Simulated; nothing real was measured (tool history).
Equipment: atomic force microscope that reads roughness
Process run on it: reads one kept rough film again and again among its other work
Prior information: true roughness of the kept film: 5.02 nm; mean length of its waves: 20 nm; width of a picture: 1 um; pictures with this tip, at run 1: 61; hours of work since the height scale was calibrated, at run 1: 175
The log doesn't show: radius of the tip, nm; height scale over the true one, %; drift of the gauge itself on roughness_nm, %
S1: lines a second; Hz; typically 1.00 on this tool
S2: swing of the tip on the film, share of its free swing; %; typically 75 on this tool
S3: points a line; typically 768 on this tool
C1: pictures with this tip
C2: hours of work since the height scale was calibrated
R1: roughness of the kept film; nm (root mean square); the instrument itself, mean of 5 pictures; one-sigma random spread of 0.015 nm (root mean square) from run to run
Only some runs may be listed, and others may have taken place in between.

{"run": 1, "hour": 0.0, "S1": 1.0, "S2": 75, "S3": 768, "C1": 61, "C2": 175, "R1": 3.603}
{"run": 2, "hour": 14.9, "S1": 1.0, "S2": 75, "S3": 768, "C1": 89, "C2": 184, "R1": 3.578}
{"run": 3, "hour": 28.9, "S1": 1.0, "S2": 75, "S3": 768, "C1": 115, "C2": 191, "R1": 3.576}
{"run": 4, "hour": 45.2, "S1": 1.0, "S2": 75, "S3": 768, "C1": 146, "C2": 201, "R1": 3.584}
{"run": 5, "hour": 61.8, "S1": 1.0, "S2": 72, "S3": 768, "C1": 177, "C2": 210, "R1": 3.605}
{"run": 6, "hour": 79.3, "S1": 1.0, "S2": 72, "S3": 768, "C1": 210, "C2": 220, "R1": 3.604}
{"run": 7, "hour": 89.1, "S1": 1.0, "S2": 72, "S3": 768, "C1": 229, "C2": 225, "R1": 3.583}
{"run": 8, "hour": 104.8, "S1": 1.0, "S2": 72, "S3": 632, "C1": 259, "C2": 234, "R1": 3.582}
{"run": 9, "hour": 123.0, "S1": 1.0, "S2": 72, "S3": 632, "C1": 293, "C2": 244, "R1": 3.578}
{"run": 10, "hour": 136.5, "S1": 1.0, "S2": 72, "S3": 632, "C1": 318, "C2": 251, "R1": 3.582}
{"run": 11, "hour": 146.9, "S1": 1.06, "S2": 82, "S3": 766, "C1": 338, "C2": 257, "R1": 3.499}
{"run": 12, "hour": 162.2, "S1": 1.06, "S2": 82, "S3": 766, "C1": 367, "C2": 266, "R1": 3.547}
{"run": 13, "hour": 179.1, "S1": 1.06, "S2": 82, "S3": 766, "C1": 399, "C2": 275, "R1": 3.531}
{"hour": 180.8, "done": "new tip fitted"}
{"run": 14, "hour": 197.2, "S1": 1.06, "S2": 82, "S3": 766, "C1": 31, "C2": 285, "R1": 3.516}
{"run": 15, "hour": 205.0, "S1": 1.06, "S2": 82, "S3": 766, "C1": 46, "C2": 289, "R1": 3.53}
{"run": 16, "hour": 221.7, "S1": 1.18, "S2": 75, "S3": 510, "C1": 77, "C2": 299, "R1": 3.556}
{"run": 17, "hour": 239.8, "S1": 1.18, "S2": 79, "S3": 535, "C1": 111, "C2": 309, "R1": 3.537}
{"run": 18, "hour": 249.8, "S1": 1.87, "S2": 61, "S3": 498, "C1": 130, "C2": 314, "R1": 3.608}
{"run": 19, "hour": 259.7, "S1": 0.68, "S2": 75, "S3": 505, "C1": 149, "C2": 320, "R1": 3.582}

Branching from run 19: 4 alternative next runs. What would each branch give?
{"run": "A", "hour": 272.9, "S1": 1.68, "S2": 66, "S3": 627, "C1": 174, "C2": 327, "R1": "?"}
{"run": "B", "hour": 272.9, "S1": 1.0, "S2": 75, "S3": 839, "C1": 174, "C2": 327, "R1": "?"}
{"run": "C", "hour": 272.9, "S1": 3.79, "S2": 68, "S3": 505, "C1": 174, "C2": 327, "R1": "?"}
{"run": "D", "hour": 272.9, "S1": 1.76, "S2": 68, "S3": 505, "C1": 174, "C2": 327, "R1": "?"}

run=A R1=3.575
run=B R1=3.605
run=C R1=3.406
run=D R1=3.557
Had the tool no hidden state, the same runs would have come out as:
run=A R1=3.582
run=B R1=3.613
run=C R1=3.414
run=D R1=3.565

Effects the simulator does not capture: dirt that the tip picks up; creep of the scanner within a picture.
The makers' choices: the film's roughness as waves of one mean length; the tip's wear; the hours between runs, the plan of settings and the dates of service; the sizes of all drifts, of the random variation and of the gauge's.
